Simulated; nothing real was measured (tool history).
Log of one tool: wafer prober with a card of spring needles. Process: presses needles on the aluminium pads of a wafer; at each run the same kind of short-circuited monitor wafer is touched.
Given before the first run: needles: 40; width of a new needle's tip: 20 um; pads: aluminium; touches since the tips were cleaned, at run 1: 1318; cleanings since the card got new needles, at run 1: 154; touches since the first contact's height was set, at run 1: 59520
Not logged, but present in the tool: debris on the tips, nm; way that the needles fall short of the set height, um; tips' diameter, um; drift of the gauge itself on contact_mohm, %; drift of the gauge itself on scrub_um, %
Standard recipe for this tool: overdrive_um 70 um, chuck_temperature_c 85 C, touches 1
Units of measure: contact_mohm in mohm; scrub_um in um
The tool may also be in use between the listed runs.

run,hour,overdrive_um,chuck_temperature_c,touches,touches since the tips were cleaned,cleanings since the card got new needles,touches since the first contact's height was set,contact_mohm,scrub_um
1,0.0,70,85,1,1318,154,59520,177,13.27
# hour 2.3: tips cleaned on abrasive film
# hour 7.6: tips cleaned on abrasive film
2,9.7,52,85,1,1247,156,65108,196,9.60
# hour 13.0: tips cleaned on abrasive film
# hour 18.3: tips cleaned on abrasive film
# hour 22.7: tips cleaned on abrasive film
# hour 28.2: tips cleaned on abrasive film
3,29.0,70,85,1,456,160,76219,172,13.03
# hour 33.4: tips cleaned on abrasive film
# hour 38.8: tips cleaned on abrasive film
4,39.8,70,85,1,581,162,82475,171,13.00
# hour 44.2: tips cleaned on abrasive film
# hour 49.5: tips cleaned on abrasive film
# hour 55.0: tips cleaned on abrasive film
# hour 59.4: tips cleaned on abrasive film
5,61.0,63,85,1,954,166,94728,177,11.55
# hour 64.3: tips cleaned on abrasive film
# hour 69.6: tips cleaned on abrasive film
# hour 69.9: height of the first contact set anew
# hour 75.0: tips cleaned on abrasive film
6,75.0,70,85,1,0,169,2939,159,13.70
# hour 79.4: tips cleaned on abrasive film
# hour 84.9: tips cleaned on abrasive film
# hour 90.3: tips cleaned on abrasive film
# hour 95.7: tips cleaned on abrasive film
7,96.4,70,85,1,439,173,15314,166,13.51
# hour 100.7: tips cleaned on abrasive film
# hour 106.1: tips cleaned on abrasive film
# hour 110.5: tips cleaned on abrasive film
8,111.0,70,85,1,286,176,23710,166,13.53
# hour 115.4: tips cleaned on abrasive film
# hour 119.8: tips cleaned on abrasive film
9,120.9,89,85,1,658,178,29430,160,17.24
# hour 124.2: tips cleaned on abrasive film
# hour 129.7: tips cleaned on abrasive film
# hour 135.1: tips cleaned on abrasive film
# hour 139.5: tips cleaned on abrasive film
10,142.3,89,85,1,1629,182,41791,168,17.11
# hour 144.4: tips cleaned on abrasive film
# hour 149.7: tips cleaned on abrasive film
11,153.1,89,85,1,1955,184,48011,174,17.09
# hour 154.2: tips cleaned on abrasive film
# hour 159.7: tips cleaned on abrasive film
# hour 165.2: tips cleaned on abrasive film
# hour 170.2: tips cleaned on abrasive film
12,170.2,89,85,1,0,188,57868,158,17.04
# hour 175.7: tips cleaned on abrasive film
# hour 180.1: tips cleaned on abrasive film
# hour 185.5: tips cleaned on abrasive film
13,187.1,70,85,1,924,191,67647,176,13.11
# hour 190.4: tips cleaned on abrasive film
# hour 195.7: tips cleaned on abrasive film
# hour 200.5: tips cleaned on abrasive film
14,200.5,70,85,1,0,194,75352,164,13.19
# hour 206.0: tips cleaned on abrasive film
# hour 210.4: tips cleaned on abrasive film
# hour 215.7: tips cleaned on abrasive film
15,217.3,70,71,1,942,197,85087,177,13.04
# hour 220.7: tips cleaned on abrasive film
# hour 226.1: tips cleaned on abrasive film
# hour 231.5: tips cleaned on abrasive film
# hour 235.9: tips cleaned on abrasive film
# hour 247.9: card fitted with new needles
16,250.1,60,85,1,1332,0,1332,173,11.70
# hour 252.4: tips cleaned on abrasive film
# hour 257.7: tips cleaned on abrasive film
# hour 262.1: tips cleaned on abrasive film
17,264.7,73,85,2,1580,3,9743,159,14.33
# hour 267.0: tips cleaned on abrasive film
# hour 272.4: tips cleaned on abrasive film
# hour 277.8: tips cleaned on abrasive film
18,279.7,70,38,1,1141,6,18378,157,13.53
# hour 282.9: tips cleaned on abrasive film
# hour 288.1: tips cleaned on abrasive film
# hour 292.5: tips cleaned on abrasive film
19,293.4,86,69,2,518,9,26258,149,16.52
# hour 297.8: tips cleaned on abrasive film
# hour 303.2: tips cleaned on abrasive film
20,306.7,67,28,1,2041,11,33952,165,12.75
# hour 307.8: tips cleaned on abrasive film
# hour 313.3: tips cleaned on abrasive film
# hour 318.7: tips cleaned on abrasive film
# hour 323.1: tips cleaned on abrasive film
21,324.4,71,27,1,740,15,44143,150,13.57
# hour 327.7: tips cleaned on abrasive film
# hour 332.1: tips cleaned on abrasive film
# hour 337.5: tips cleaned on abrasive film
22,341.4,69,42,1,2279,18,54009,171,13.15
# hour 342.6: tips cleaned on abrasive film
# hour 348.0: tips cleaned on abrasive film
# hour 353.5: tips cleaned on abrasive film
# hour 358.2: tips cleaned on abrasive film
23,358.2,67,106,2,0,22,63656,162,12.61
# hour 363.7: tips cleaned on abrasive film
# hour 368.1: tips cleaned on abrasive film
# hour 373.5: tips cleaned on abrasive film
# hour 378.2: tips cleaned on abrasive film
24,378.2,90,106,1,0,26,75210,156,17.12
# hour 383.7: tips cleaned on abrasive film
# hour 388.1: tips cleaned on abrasive film
25,392.1,63,92,2,2359,28,83262,176,11.67
# hour 393.3: tips cleaned on abrasive film
# hour 398.7: tips cleaned on abrasive film
# hour 404.1: tips cleaned on abrasive film
# hour 409.5: tips cleaned on abrasive film
26,410.7,63,114,1,695,32,93978,170,11.79
# hour 414.0: tips cleaned on abrasive film
# hour 419.2: tips cleaned on abrasive film
# hour 420.6: height of the first contact set anew
# hour 424.8: tips cleaned on abrasive film
27,425.8,78,39,1,569,35,3003,153,15.02

Measured minus without-hidden-state, run by run (identical run-to-run variation in each term; gauge scatter may differ):
run,contact_mohm,scrub_um
1,+24,-0.49
2,+37,-0.52
3,+16,-0.62
4,+15,-0.67
5,+23,-0.74
6,+6,-0.02
7,+13,-0.12
8,+11,-0.19
9,+11,-0.23
10,+18,-0.31
11,+21,-0.35
12,+5,-0.44
13,+21,-0.50
14,+10,-0.56
15,+23,-0.61
16,+13,+0.00
17,+7,-0.06
18,+12,-0.11
19,+3,-0.17
20,+19,-0.23
21,+7,-0.31
22,+22,-0.37
23,+3,-0.46
24,+2,-0.55
25,+18,-0.58
26,+11,-0.66
27,+6,-0.02
